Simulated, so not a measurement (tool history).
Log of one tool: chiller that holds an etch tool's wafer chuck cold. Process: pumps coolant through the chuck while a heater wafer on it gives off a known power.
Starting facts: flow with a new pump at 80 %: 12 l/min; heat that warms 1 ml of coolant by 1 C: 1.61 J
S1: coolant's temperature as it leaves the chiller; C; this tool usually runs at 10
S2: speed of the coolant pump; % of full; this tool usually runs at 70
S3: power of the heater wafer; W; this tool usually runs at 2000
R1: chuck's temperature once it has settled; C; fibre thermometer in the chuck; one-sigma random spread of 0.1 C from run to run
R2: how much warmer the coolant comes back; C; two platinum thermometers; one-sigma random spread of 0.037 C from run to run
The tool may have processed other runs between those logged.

run,hour,S1,S2,S3,R1,R2
1,0,10,70,2000,27,7.19
2,37.1,10,70,2000,26.7,7.26
3,73.2,10,70,1068,19,3.86
4,102.6,10,70,1773,24.8,6.39
5,144.5,10,70,1773,24.9,6.43
6,178.3,10,70,1773,24.7,6.44
7,200.9,10,70,1773,25,6.48
8,239.7,10,70,1773,24.7,6.46
9,284.8,10,70,1773,24.7,6.51
10,312.8,10,69,2000,26.9,7.37
11,348.4,10,70,2000,26.8,7.2
12,388.1,10,70,1545,22.7,5.55
13,412.5,10,70,1545,22.7,5.62
14,450.2,10,70,1545,22.9,5.59
15,475.8,10,70,1980,26.6,7.14
16,505.8,10,70,1980,26.5,7.21
17,550.5,7,61,2000,25.8,8.39
18,593.7,18,61,1374,30.7,5.81
19,638.6,10,63,1430,22.9,5.82

Run 20 has not been measured yet. What should we expect?
20,659.5,4,77,1848,?,?

R1: 18.5 C
R2: 5.97 C
Minus the tool's unlogged condition, the same run would have read R1 18.5 C, R2 5.97 C.
